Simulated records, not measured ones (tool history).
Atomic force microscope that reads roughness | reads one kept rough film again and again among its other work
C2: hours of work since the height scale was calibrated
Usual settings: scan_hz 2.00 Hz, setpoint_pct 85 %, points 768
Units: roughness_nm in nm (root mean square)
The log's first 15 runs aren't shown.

{"run": 16, "hour": 193.2, "scan_hz": 2.0, "setpoint_pct": 85, "points": 768, "pictures with this tip": 46, "C2": 332, "roughness_nm": 3.357}
{"run": 17, "hour": 200.8, "scan_hz": 2.0, "setpoint_pct": 85, "points": 611, "pictures with this tip": 51, "C2": 336, "roughness_nm": 3.349}
{"run": 18, "hour": 211.0, "scan_hz": 2.21, "setpoint_pct": 85, "points": 741, "pictures with this tip": 57, "C2": 340, "roughness_nm": 3.313}
{"run": 19, "hour": 227.8, "scan_hz": 0.96, "setpoint_pct": 85, "points": 715, "pictures with this tip": 68, "C2": 347, "roughness_nm": 3.488}
{"run": 20, "hour": 242.0, "scan_hz": 0.96, "setpoint_pct": 59, "points": 990, "pictures with this tip": 78, "C2": 353, "roughness_nm": 3.651}
{"run": 21, "hour": 260.6, "scan_hz": 1.26, "setpoint_pct": 81, "points": 990, "pictures with this tip": 90, "C2": 361, "roughness_nm": 3.508}
{"run": 22, "hour": 268.4, "scan_hz": 1.26, "setpoint_pct": 81, "points": 990, "pictures with this tip": 95, "C2": 365, "roughness_nm": 3.511}
{"run": 23, "hour": 279.6, "scan_hz": 1.26, "setpoint_pct": 56, "points": 321, "pictures with this tip": 102, "C2": 370, "roughness_nm": 3.609}
{"run": 24, "hour": 291.2, "scan_hz": 2.26, "setpoint_pct": 85, "points": 768, "pictures with this tip": 110, "C2": 375, "roughness_nm": 3.307}
{"run": 25, "hour": 299.6, "scan_hz": 1.48, "setpoint_pct": 55, "points": 768, "pictures with this tip": 115, "C2": 378, "roughness_nm": 3.657}
{"run": 26, "hour": 317.9, "scan_hz": 2.0, "setpoint_pct": 85, "points": 327, "pictures with this tip": 127, "C2": 386, "roughness_nm": 3.36}
{"run": 27, "hour": 326.2, "scan_hz": 2.63, "setpoint_pct": 85, "points": 768, "pictures with this tip": 133, "C2": 390, "roughness_nm": 3.239}
{"run": 28, "hour": 336.1, "scan_hz": 1.56, "setpoint_pct": 62, "points": 892, "pictures with this tip": 139, "C2": 394, "roughness_nm": 3.608}
{"run": 29, "hour": 352.8, "scan_hz": 0.64, "setpoint_pct": 72, "points": 295, "pictures with this tip": 150, "C2": 401, "roughness_nm": 3.592}
{"run": 30, "hour": 371.6, "scan_hz": 0.64, "setpoint_pct": 72, "points": 295, "pictures with this tip": 162, "C2": 409, "roughness_nm": 3.628}
{"run": 31, "hour": 387.8, "scan_hz": 0.64, "setpoint_pct": 72, "points": 637, "pictures with this tip": 173, "C2": 416, "roughness_nm": 3.632}
{"run": 32, "hour": 402.6, "scan_hz": 0.64, "setpoint_pct": 72, "points": 637, "pictures with this tip": 183, "C2": 423, "roughness_nm": 3.642}
{"run": 33, "hour": 410.4, "scan_hz": 1.85, "setpoint_pct": 72, "points": 637, "pictures with this tip": 188, "C2": 426, "roughness_nm": 3.516}
{"run": 34, "hour": 427.9, "scan_hz": 2.88, "setpoint_pct": 64, "points": 721, "pictures with this tip": 199, "C2": 434, "roughness_nm": 3.511}

Forecast each of these 5 alternatives for the next run:
{"run": "A", "hour": 440.2, "scan_hz": 2.88, "setpoint_pct": 84, "points": 945, "pictures with this tip": 207, "C2": 439, "roughness_nm": "?"}
{"run": "B", "hour": 440.2, "scan_hz": 2.88, "setpoint_pct": 64, "points": 343, "pictures with this tip": 207, "C2": 439, "roughness_nm": "?"}
{"run": "C", "hour": 440.2, "scan_hz": 0.86, "setpoint_pct": 64, "points": 365, "pictures with this tip": 207, "C2": 439, "roughness_nm": "?"}
{"run": "D", "hour": 440.2, "scan_hz": 2.88, "setpoint_pct": 64, "points": 373, "pictures with this tip": 207, "C2": 439, "roughness_nm": "?"}
{"run": "E", "hour": 440.2, "scan_hz": 0.65, "setpoint_pct": 83, "points": 316, "pictures with this tip": 207, "C2": 439, "roughness_nm": "?"}

run=A roughness_nm=3.246
run=B roughness_nm=3.516
run=C roughness_nm=3.632
run=D roughness_nm=3.513
run=E roughness_nm=3.562
Without the tool's hidden state the same runs would have given:
run=A roughness_nm=3.253
run=B roughness_nm=3.523
run=C roughness_nm=3.640
run=D roughness_nm=3.521
run=E roughness_nm=3.569
